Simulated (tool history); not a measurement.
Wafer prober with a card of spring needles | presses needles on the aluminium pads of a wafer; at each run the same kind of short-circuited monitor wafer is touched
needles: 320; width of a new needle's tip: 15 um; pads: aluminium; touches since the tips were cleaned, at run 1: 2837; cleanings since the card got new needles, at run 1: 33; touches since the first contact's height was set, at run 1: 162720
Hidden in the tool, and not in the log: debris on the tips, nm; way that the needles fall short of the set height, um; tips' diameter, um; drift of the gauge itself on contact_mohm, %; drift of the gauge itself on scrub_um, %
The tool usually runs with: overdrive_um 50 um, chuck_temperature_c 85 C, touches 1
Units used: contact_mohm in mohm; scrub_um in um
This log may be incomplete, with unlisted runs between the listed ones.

run,day,overdrive_um,chuck_temperature_c,touches,touches since the tips were cleaned,cleanings since the card got new needles,touches since the first contact's height was set,contact_mohm,scrub_um
1,0.000,50,85,1,2837,33,162720,322,12.90
# day 0.225: tips cleaned on abrasive film
2,0.667,50,85,1,3406,34,167842,341,12.77
# day 0.825: tips cleaned on abrasive film
# day 1.475: tips cleaned on abrasive film
3,1.596,50,85,1,943,36,174984,276,12.82
# day 2.050: tips cleaned on abrasive film
4,2.300,50,85,1,1918,37,180383,309,12.71
# day 2.692: tips cleaned on abrasive film
# day 3.329: tips cleaned on abrasive film
5,3.688,50,85,1,2772,39,191067,321,12.80
# day 3.983: tips cleaned on abrasive film
# day 4.642: tips cleaned on abrasive film
6,5.046,50,85,2,3149,41,201539,288,12.72
# day 5.225: tips cleaned on abrasive film
# day 5.817: tips cleaned on abrasive film
7,5.996,36,85,1,1359,43,208805,346,8.98
# day 6.492: tips cleaned on abrasive film
# day 7.117: tips cleaned on abrasive film
8,7.154,36,85,1,296,45,217737,290,8.97
# day 7.742: tips cleaned on abrasive film
# day 8.346: tips cleaned on abrasive film
9,8.429,50,38,1,642,47,227524,259,12.62
# day 8.779: height of the first contact set anew
# day 9.017: tips cleaned on abrasive film
# day 9.592: tips cleaned on abrasive film
10,9.671,50,38,1,589,49,6831,261,13.25
# day 10.217: tips cleaned on abrasive film
11,10.396,50,38,1,1371,50,12420,288,13.18
# day 10.842: tips cleaned on abrasive film
12,11.271,50,38,1,3302,51,19161,316,13.13
# day 11.433: tips cleaned on abrasive film
# day 12.025: tips cleaned on abrasive film
13,12.196,50,38,1,1331,53,26272,269,13.15

Estimate the outcome of run 14 from the log above:
# day 12.604: tips cleaned on abrasive film
# day 13.221: tips cleaned on abrasive film
14,13.554,50,38,1,2574,55,36722,?,?

Run 14 produced contact_mohm 313 mohm, scrub_um 13.09 um.
Without the tool's hidden state the same run would have given contact_mohm 226 mohm, scrub_um 13.17 um.
